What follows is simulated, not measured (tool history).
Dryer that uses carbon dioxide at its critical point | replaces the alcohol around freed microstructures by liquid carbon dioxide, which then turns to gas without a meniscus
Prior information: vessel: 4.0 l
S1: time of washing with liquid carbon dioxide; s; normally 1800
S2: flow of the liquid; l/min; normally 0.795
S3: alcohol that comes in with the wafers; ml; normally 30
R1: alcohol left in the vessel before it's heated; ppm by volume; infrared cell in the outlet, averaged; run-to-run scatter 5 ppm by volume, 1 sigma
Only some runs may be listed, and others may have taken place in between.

run	day	S1	S2	S3	R1
1	0.000	1800	0.795	30	35
2	0.292	1800	0.795	30	34
3	0.692	1800	0.795	30	47
4	0.950	1800	0.795	30	30
5	1.396	1800	0.795	30	37
6	1.700	1800	0.968	30	20
7	2.096	1800	0.968	30	18
8	2.508	1800	0.968	30	24
9	2.700	1800	0.968	30	26
10	2.950	1440	0.795	30	91
11	3.192	1440	0.795	30	91
12	3.421	1440	0.795	30	89
13	3.783	1440	0.795	30	88
14	4.004	1860	0.696	53	89
15	4.254	1860	0.696	53	99
16	4.467	1200	0.759	80	543
17	4.900	1200	0.759	80	530
18	5.350	2520	0.728	22	24
19	5.750	1800	0.582	83	369
20	6.192	2220	0.795	30	28

Measured result minus the same run's result without the hidden state. Both carry the same run-to-run variation, though not necessarily the same gauge scatter:
Hidden state present: flow that reaches the vessel past the clogged filter, %; alcohol in the recycled carbon dioxide, ppm; drift of the gauge itself on alcohol_ppm, %.
run	R1
1	+8
2	+8
3	+9
4	+9
5	+10
6	+10
7	+10
8	+11
9	+11
10	+17
11	+17
12	+17
13	+18
14	+18
15	+19
16	+52
17	+52
18	+14
19	+47
20	+15

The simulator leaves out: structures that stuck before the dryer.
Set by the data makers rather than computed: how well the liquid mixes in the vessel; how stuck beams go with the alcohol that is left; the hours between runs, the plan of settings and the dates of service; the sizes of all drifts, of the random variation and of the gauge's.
